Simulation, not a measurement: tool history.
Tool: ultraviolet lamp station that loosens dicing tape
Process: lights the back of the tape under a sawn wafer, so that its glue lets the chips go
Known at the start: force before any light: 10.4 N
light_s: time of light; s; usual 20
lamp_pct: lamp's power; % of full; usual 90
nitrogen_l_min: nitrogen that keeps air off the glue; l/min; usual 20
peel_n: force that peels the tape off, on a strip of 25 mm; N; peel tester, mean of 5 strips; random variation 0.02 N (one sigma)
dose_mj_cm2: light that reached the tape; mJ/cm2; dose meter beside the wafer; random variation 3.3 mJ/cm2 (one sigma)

run	hour	light_s	lamp_pct	nitrogen_l_min	peel_n	dose_mj_cm2
1	0	20	90	20	1.833	367
2	44.2	20	90	20	1.873	358
3	97.1	15	90	20	2.939	263
4	182.3	15	90	20	2.991	255
5	247	15	90	20	3.009	257
6	331.7	11	90	20	4.451	184
7	379.2	20	90	16	2.664	308
8	449.8	20	90	20	2.441	299
9	518.2	20	90	20	1.986	347
10	561.7	20	90	20	2.001	344
11	623.6	20	90	20	2.101	338
12	687.5	20	90	20	2.2	333
13	754	20	90	20	2.176	324
14	841.7	20	90	20	2.294	321
15	902.9	20	90	34	1.923	311
16	965	20	87	20	2.495	293
17	1015	25	87	20	1.879	361
18	1074.6	20	90	20	2.516	294
19	1133.8	20	90	20	2.679	284
20	1198.2	20	90	20	2.766	280
21	1271.9	20	90	20	2.402	302
22	1347.8	20	90	20	2.634	297
23	1437.5	20	90	20	2.596	287
24	1525.1	20	90	20	2.678	282
25	1567.4	20	90	20	2.843	272
26	1612.3	22	90	14	1.115	535
27	1693.5	22	87	14	1.243	514
28	1784.8	22	87	14	1.305	501
29	1863.1	38	67	16	0.725	653
30	1914.5	38	67	16	0.725	636
31	1987.4	38	67	16	0.631	697
32	2070.2	38	67	16	0.636	689
33	2135	18	68	20	2.246	325
34	2173.3	18	68	12	2.82	320
35	2243.7	18	68	12	2.916	316
36	2289	18	68	12	2.963	314
37	2332.7	26	90	20	0.755	586
38	2420.9	26	90	20	0.78	567
39	2491	26	90	20	0.822	564
40	2536.2	17	79	18	2.354	317
41	2579.9	17	79	18	2.42	316
42	2636.5	15	60	9	4.764	205
43	2710.5	35	92	38	0.33	808

Not shown: 6 entries that the log had between the listed runs. Between which runs, and how does the tool's hidden state differ before and after?
Between runs 6 and 7: window cleaned of glue's vapour (hour 351.5)
  lamp's light, % of a new lamp's: 69.9 -> 69.3; light that the window lets through, % of a clean one's: 90.5 -> 84.9
  measured less the result without the state, peel_n: +1.735 -> +1.537 N; dose_mj_cm2: -105 -> -214 mJ/cm2
Between runs 8 and 9: window cleaned of glue's vapour, once more (hour 501.1)
  lamp's light, % of a new lamp's: 68.5 -> 67.8; light that the window lets through, % of a clean one's: 84 -> 99.5
  measured less the result without the state, peel_n: +1.479 -> +1 N; dose_mj_cm2: -221 -> -170 mJ/cm2
Between runs 20 and 21: window cleaned of glue's vapour (hour 1233)
  lamp's light, % of a new lamp's: 59.6 -> 58.7; light that the window lets through, % of a clean one's: 90.5 -> 99.2
  measured less the result without the state, peel_n: +1.77 -> +1.443 N; dose_mj_cm2: -237 -> -219 mJ/cm2
Between runs 25 and 26: lamp changed (hour 1593.3)
  lamp's light, % of a new lamp's: 55.2 -> 99.7; light that the window lets through, % of a clean one's: 95.3 -> 94.7
  measured less the result without the state, peel_n: +1.849 -> +0.117 N; dose_mj_cm2: -247 -> -32 mJ/cm2
Between runs 30 and 31: window cleaned of glue's vapour (hour 1967.2)
  lamp's light, % of a new lamp's: 96.2 -> 95.3; light that the window lets through, % of a clean one's: 90.7 -> 99.6
  measured less the result without the state, peel_n: +0.175 -> +0.062 N; dose_mj_cm2: -93 -> -38 mJ/cm2
Between runs 42 and 43: window cleaned of glue's vapour (hour 2698.4)
  lamp's light, % of a new lamp's: 87.7 -> 86.8; light that the window lets through, % of a clean one's: 91.2 -> 99.6
  measured less the result without the state, peel_n: +0.833 -> +0.044 N; dose_mj_cm2: -52 -> -127 mJ/cm2

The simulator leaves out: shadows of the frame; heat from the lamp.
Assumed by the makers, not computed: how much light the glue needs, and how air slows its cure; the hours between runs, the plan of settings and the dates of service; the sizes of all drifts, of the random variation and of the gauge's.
